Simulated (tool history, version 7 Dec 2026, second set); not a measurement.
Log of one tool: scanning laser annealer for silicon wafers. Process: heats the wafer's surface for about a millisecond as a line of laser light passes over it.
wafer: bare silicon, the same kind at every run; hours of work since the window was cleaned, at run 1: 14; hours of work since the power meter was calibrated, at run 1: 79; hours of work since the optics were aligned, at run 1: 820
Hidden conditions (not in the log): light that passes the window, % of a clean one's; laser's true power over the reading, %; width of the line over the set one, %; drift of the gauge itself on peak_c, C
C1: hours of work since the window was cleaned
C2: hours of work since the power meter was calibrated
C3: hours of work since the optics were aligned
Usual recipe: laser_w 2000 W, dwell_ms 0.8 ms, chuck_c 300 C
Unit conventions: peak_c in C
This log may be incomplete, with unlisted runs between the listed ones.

run 1 hour=0 | laser_w=2000 dwell_ms=0.8 chuck_c=300 | C1=14 C2=79 C3=820 | peak_c=1054
run 2 hour=4.2 | laser_w=2000 dwell_ms=0.8 chuck_c=300 | C1=16 C2=82 C3=823 | peak_c=1058
run 3 hour=8.9 | laser_w=2000 dwell_ms=0.8 chuck_c=300 | C1=19 C2=85 C3=826 | peak_c=1056
run 4 hour=16.6 | laser_w=2000 dwell_ms=0.8 chuck_c=300 | C1=24 C2=89 C3=830 | peak_c=1054
run 5 hour=20.8 | laser_w=2000 dwell_ms=0.8 chuck_c=300 | C1=26 C2=92 C3=833 | peak_c=1051
run 6 hour=24.9 | laser_w=2000 dwell_ms=0.8 chuck_c=300 | C1=29 C2=94 C3=835 | peak_c=1052
run 7 hour=30.1 | laser_w=2000 dwell_ms=0.8 chuck_c=300 | C1=32 C2=97 C3=838 | peak_c=1055
run 8 hour=34.6 | laser_w=2000 dwell_ms=0.8 chuck_c=300 | C1=35 C2=100 C3=841 | peak_c=1055
run 9 hour=38.9 | laser_w=2082 dwell_ms=0.8 chuck_c=300 | C1=37 C2=103 C3=844 | peak_c=1087
run 10 hour=44.6 | laser_w=2082 dwell_ms=0.8 chuck_c=300 | C1=41 C2=106 C3=847 | peak_c=1089
run 11 hour=52.7 | laser_w=1782 dwell_ms=0.8 chuck_c=300 | C1=46 C2=111 C3=852 | peak_c=966

Predict the results of run 12:
run 12 hour=58.8 | laser_w=2124 dwell_ms=0.97 chuck_c=300 | C1=49 C2=115 C3=856 | peak_c=?

Run 12 gave peak_c 1179 C.
Were there no unlogged condition in the tool, this run, its random variation unchanged, would have produced peak_c 1194 C.
